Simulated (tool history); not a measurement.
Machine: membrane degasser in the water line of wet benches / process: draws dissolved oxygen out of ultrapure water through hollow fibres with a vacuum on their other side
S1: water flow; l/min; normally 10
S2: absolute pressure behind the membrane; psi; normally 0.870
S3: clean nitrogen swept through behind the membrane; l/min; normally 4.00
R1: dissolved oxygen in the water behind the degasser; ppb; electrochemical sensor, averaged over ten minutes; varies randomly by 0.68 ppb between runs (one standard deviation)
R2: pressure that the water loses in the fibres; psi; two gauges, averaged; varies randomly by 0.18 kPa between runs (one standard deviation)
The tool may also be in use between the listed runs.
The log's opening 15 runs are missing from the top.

{"run": 16, "hour": 567.2, "S1": 10, "S2": 0.87, "S3": 4.0, "R1": 65.4, "R2": 5.288}
{"run": 17, "hour": 609.4, "S1": 8, "S2": 1.426, "S3": 5.87, "R1": 39.9, "R2": 4.245}
{"run": 18, "hour": 636.3, "S1": 8, "S2": 1.426, "S3": 5.87, "R1": 39.2, "R2": 4.271}
{"run": 19, "hour": 692.4, "S1": 10, "S2": 0.67, "S3": 2.94, "R1": 60.3, "R2": 5.345}
{"run": 20, "hour": 726.1, "S1": 12, "S2": 0.877, "S3": 3.79, "R1": 125.2, "R2": 6.383}
{"run": 21, "hour": 760.4, "S1": 9, "S2": 1.031, "S3": 3.79, "R1": 53.7, "R2": 4.776}
{"run": 22, "hour": 785.2, "S1": 9, "S2": 1.031, "S3": 3.79, "R1": 54.3, "R2": 4.83}
{"run": 23, "hour": 810.4, "S1": 9, "S2": 1.031, "S3": 3.79, "R1": 53.6, "R2": 4.773}
{"run": 24, "hour": 861.9, "S1": 9, "S2": 0.629, "S3": 3.67, "R1": 37.8, "R2": 4.76}
{"run": 25, "hour": 899.5, "S1": 9, "S2": 0.629, "S3": 3.67, "R1": 37.4, "R2": 4.818}
{"run": 26, "hour": 954.3, "S1": 10, "S2": 1.11, "S3": 4.0, "R1": 76.1, "R2": 5.292}
{"run": 27, "hour": 1010.6, "S1": 10, "S2": 1.11, "S3": 9.44, "R1": 59.9, "R2": 5.314}
{"run": 28, "hour": 1046.4, "S1": 10, "S2": 1.11, "S3": 9.44, "R1": 59.9, "R2": 5.353}
{"run": 29, "hour": 1092.0, "S1": 10, "S2": 1.11, "S3": 9.44, "R1": 60.4, "R2": 5.303}
{"run": 30, "hour": 1134.9, "S1": 11, "S2": 0.87, "S3": 4.0, "R1": 93.2, "R2": 5.826}
{"run": 31, "hour": 1184.7, "S1": 11, "S2": 0.87, "S3": 4.0, "R1": 92.5, "R2": 5.854}
{"run": 32, "hour": 1240.5, "S1": 14, "S2": 0.87, "S3": 6.22, "R1": 191.8, "R2": 7.461}

Each row is a separate what-if for the run after 32, all from the same tool condition, not one after another. Results?
{"run": "A", "hour": 1287.2, "S1": 8, "S2": 1.632, "S3": 7.29, "R1": "?", "R2": "?"}
{"run": "B", "hour": 1287.2, "S1": 13, "S2": 0.87, "S3": 6.22, "R1": "?", "R2": "?"}
{"run": "C", "hour": 1287.2, "S1": 8, "S2": 0.87, "S3": 3.79, "R1": "?", "R2": "?"}
{"run": "D", "hour": 1287.2, "S1": 14, "S2": 1.606, "S3": 3.45, "R1": "?", "R2": "?"}

run=A R1=39.1 R2=4.244
run=B R1=153.8 R2=6.857
run=C R1=31.8 R2=4.231
run=D R1=258.8 R2=7.478
With no hidden state in the tool, these same runs would have given:
run=A R1=35.7 R2=4.160
run=B R1=141.4 R2=6.720
run=C R1=28.3 R2=4.147
run=D R1=242.0 R2=7.329
